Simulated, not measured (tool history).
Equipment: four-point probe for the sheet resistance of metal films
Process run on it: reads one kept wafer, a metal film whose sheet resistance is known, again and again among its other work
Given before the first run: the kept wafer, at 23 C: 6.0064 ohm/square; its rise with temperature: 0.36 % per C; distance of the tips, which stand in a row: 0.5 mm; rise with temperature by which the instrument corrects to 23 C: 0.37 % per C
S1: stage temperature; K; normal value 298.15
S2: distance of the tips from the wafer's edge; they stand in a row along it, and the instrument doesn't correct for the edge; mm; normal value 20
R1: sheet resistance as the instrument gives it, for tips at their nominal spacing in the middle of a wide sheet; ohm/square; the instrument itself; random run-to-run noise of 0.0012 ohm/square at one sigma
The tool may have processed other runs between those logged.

{"run": 1, "day": 0.0, "S1": 298.15, "S2": 20, "R1": 6.008216}
{"run": 2, "day": 0.967, "S1": 298.15, "S2": 20, "R1": 6.007739}
{"run": 3, "day": 2.35, "S1": 298.15, "S2": 20, "R1": 6.008293}
{"run": 4, "day": 3.546, "S1": 298.15, "S2": 20, "R1": 6.006927}
{"run": 5, "day": 4.262, "S1": 306.15, "S2": 20, "R1": 6.00306}
{"run": 6, "day": 4.9, "S1": 306.15, "S2": 20, "R1": 6.00193}
{"run": 7, "day": 5.833, "S1": 306.15, "S2": 20, "R1": 6.00313}
{"run": 8, "day": 7.258, "S1": 306.15, "S2": 20, "R1": 6.001982}
{"run": 9, "day": 8.079, "S1": 306.15, "S2": 20, "R1": 6.001442}
{"run": 10, "day": 8.912, "S1": 298.15, "S2": 20, "R1": 6.008199}
{"run": 11, "day": 9.658, "S1": 298.15, "S2": 5, "R1": 6.036762}
{"run": 12, "day": 10.642, "S1": 293.15, "S2": 20, "R1": 6.010624}
{"run": 13, "day": 12.1, "S1": 293.15, "S2": 20, "R1": 6.010357}
{"run": 14, "day": 13.55, "S1": 298.15, "S2": 20, "R1": 6.008231}
{"run": 15, "day": 14.171, "S1": 298.15, "S2": 20, "R1": 6.009625}
{"run": 16, "day": 15.617, "S1": 298.15, "S2": 20, "R1": 6.008347}
{"run": 17, "day": 16.367, "S1": 298.15, "S2": 20, "R1": 6.007421}
{"run": 18, "day": 17.383, "S1": 298.15, "S2": 20, "R1": 6.008411}
{"run": 19, "day": 18.396, "S1": 298.15, "S2": 4, "R1": 6.055061}
{"run": 20, "day": 19.246, "S1": 298.15, "S2": 20, "R1": 6.006546}
{"run": 21, "day": 20.221, "S1": 298.15, "S2": 20, "R1": 6.006052}
{"run": 22, "day": 21.371, "S1": 298.15, "S2": 20, "R1": 6.006764}
{"run": 23, "day": 22.275, "S1": 298.15, "S2": 20, "R1": 6.006971}
{"run": 24, "day": 22.912, "S1": 298.15, "S2": 3, "R1": 6.089965}
{"run": 25, "day": 24.1, "S1": 298.15, "S2": 3, "R1": 6.093146}
{"run": 26, "day": 25.125, "S1": 298.15, "S2": 32, "R1": 6.004933}
{"run": 27, "day": 26.158, "S1": 297.15, "S2": 20, "R1": 6.008594}
{"run": 28, "day": 27.175, "S1": 297.15, "S2": 20, "R1": 6.008553}
{"run": 29, "day": 28.25, "S1": 297.15, "S2": 20, "R1": 6.00924}
{"run": 30, "day": 29.633, "S1": 301.15, "S2": 31, "R1": 6.00309}
{"run": 31, "day": 30.892, "S1": 301.15, "S2": 31, "R1": 6.006423}
{"run": 32, "day": 32.221, "S1": 299.15, "S2": 10, "R1": 6.01119}
{"run": 33, "day": 33.554, "S1": 305.15, "S2": 22, "R1": 6.003392}
{"run": 34, "day": 34.517, "S1": 305.15, "S2": 22, "R1": 6.003847}
{"run": 35, "day": 35.667, "S1": 295.15, "S2": 4, "R1": 6.05739}
{"run": 36, "day": 36.917, "S1": 295.15, "S2": 4, "R1": 6.056404}
{"run": 37, "day": 38.35, "S1": 295.15, "S2": 4, "R1": 6.05805}
{"run": 38, "day": 38.983, "S1": 297.15, "S2": 4, "R1": 6.058253}
{"run": 39, "day": 40.146, "S1": 297.15, "S2": 4, "R1": 6.054308}
{"run": 40, "day": 41.058, "S1": 291.15, "S2": 26, "R1": 6.009484}
{"run": 41, "day": 42.046, "S1": 295.15, "S2": 26, "R1": 6.007676}
{"run": 42, "day": 43.358, "S1": 308.15, "S2": 8, "R1": 6.011105}
{"run": 43, "day": 44.804, "S1": 298.15, "S2": 8, "R1": 6.016251}
{"run": 44, "day": 45.992, "S1": 294.15, "S2": 5, "R1": 6.040352}
{"run": 45, "day": 47.454, "S1": 305.15, "S2": 7, "R1": 6.017606}

Here are 4 independent what-if runs from the current tool condition. What would each one return?
{"run": "A", "day": 48.088, "S1": 302.15, "S2": 24, "R1": "?"}
{"run": "B", "day": 48.088, "S1": 294.15, "S2": 20, "R1": "?"}
{"run": "C", "day": 48.088, "S1": 303.15, "S2": 32, "R1": "?"}
{"run": "D", "day": 48.088, "S1": 302.15, "S2": 7, "R1": "?"}

run=A R1=6.004024
run=B R1=6.009852
run=C R1=6.001765
run=D R1=6.019989
Stripped of hidden state, with their random variation kept, the same runs would have yielded:
run=A R1=6.004429
run=B R1=6.010251
run=C R1=6.002171
run=D R1=6.020395
